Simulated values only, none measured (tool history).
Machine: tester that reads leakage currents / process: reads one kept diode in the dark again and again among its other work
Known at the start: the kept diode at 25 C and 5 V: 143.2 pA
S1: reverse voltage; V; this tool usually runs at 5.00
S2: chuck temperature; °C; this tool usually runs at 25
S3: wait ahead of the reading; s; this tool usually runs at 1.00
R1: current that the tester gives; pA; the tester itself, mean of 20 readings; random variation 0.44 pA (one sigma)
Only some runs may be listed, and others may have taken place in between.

run,hour,S1,S2,S3,R1
1,0.0,5.00,25,1.00,151.00
2,73.4,7.22,25,1.00,177.19
3,158.4,5.00,25,1.00,152.71
4,243.2,5.00,25,0.47,155.45
5,315.8,5.00,25,0.47,156.93
6,394.9,5.00,25,0.47,156.97
7,506.1,3.24,25,0.47,132.52
8,597.4,7.90,25,1.00,189.29
9,699.1,5.00,25,1.00,158.52
10,783.9,5.00,25,0.54,161.08
11,863.6,5.00,25,0.92,160.23
12,976.4,5.00,25,0.92,161.35
# hour 1097.8: probe card cleaned and baked
13,1106.2,5.00,25,2.75,158.37
14,1175.9,3.57,25,1.00,139.89
# hour 1252.9: chuck's temperature calibrated
15,1285.0,3.57,25,1.00,148.87
16,1393.3,3.57,25,1.00,150.12
17,1505.0,3.57,25,1.00,150.29
18,1625.9,3.57,25,1.00,151.40
# hour 1678.3: chuck's temperature calibrated, once more
19,1729.4,5.00,25,0.62,149.69
20,1824.2,1.55,25,0.32,95.13
21,1922.2,1.55,25,0.32,96.41
22,2037.6,5.00,23,1.00,125.89
23,2143.0,3.49,50,1.00,1148.62
24,2254.2,4.14,50,1.00,1235.59
25,2377.4,8.54,42,3.42,844.85
26,2509.3,6.20,30,1.96,267.36
27,2574.9,6.20,30,1.96,267.36
28,2677.0,1.23,44,4.51,483.80
29,2801.3,3.62,44,9.05,738.57
30,2928.7,3.62,44,9.05,737.88
# hour 2957.6: tester calibrated
31,3009.7,14.71,29,1.88,347.25
32,3084.6,5.00,25,8.74,156.09
33,3161.6,5.78,25,6.36,166.56
34,3250.0,5.78,25,6.36,166.67
35,3364.9,5.78,25,6.36,168.92
36,3485.5,15.51,21,2.87,177.19
# hour 3561.8: chuck's temperature calibrated
37,3599.6,15.51,21,2.87,164.49

Selected run-to-run steps in R1, each split into two signed amounts: the part the tool would show with no hidden state at all (from settings, incoming material and random variation), and the remainder, which goes to the hidden state together with any gauge scatter not common to the measured and the hidden-state-free results:
Hidden conditions of the tool in this case: stray current of the dirty probe card, pA a volt; current scale over the true one, %; true chuck temperature over the reading, C; drift of the gauge itself on leakage_pa, %.
Run 22 -> 23: S1 5.00 -> 3.49, S2 23 -> 50. R1 +1022.73 pA: hidden state +37.88, all else +984.85.
Run 24 -> 25: S1 4.14 -> 8.54, S2 50 -> 42, S3 1.00 -> 3.42. R1 -390.74 pA: hidden state -9.36, all else -381.38.
Run 25 -> 26: S1 8.54 -> 6.20, S2 42 -> 30, S3 3.42 -> 1.96. R1 -577.49 pA: hidden state -26.68, all else -550.81.
Run 30 -> 31: S1 3.62 -> 14.71, S2 44 -> 29, S3 9.05 -> 1.88, tester calibrated. R1 -390.63 pA: hidden state -30.06, all else -360.57.
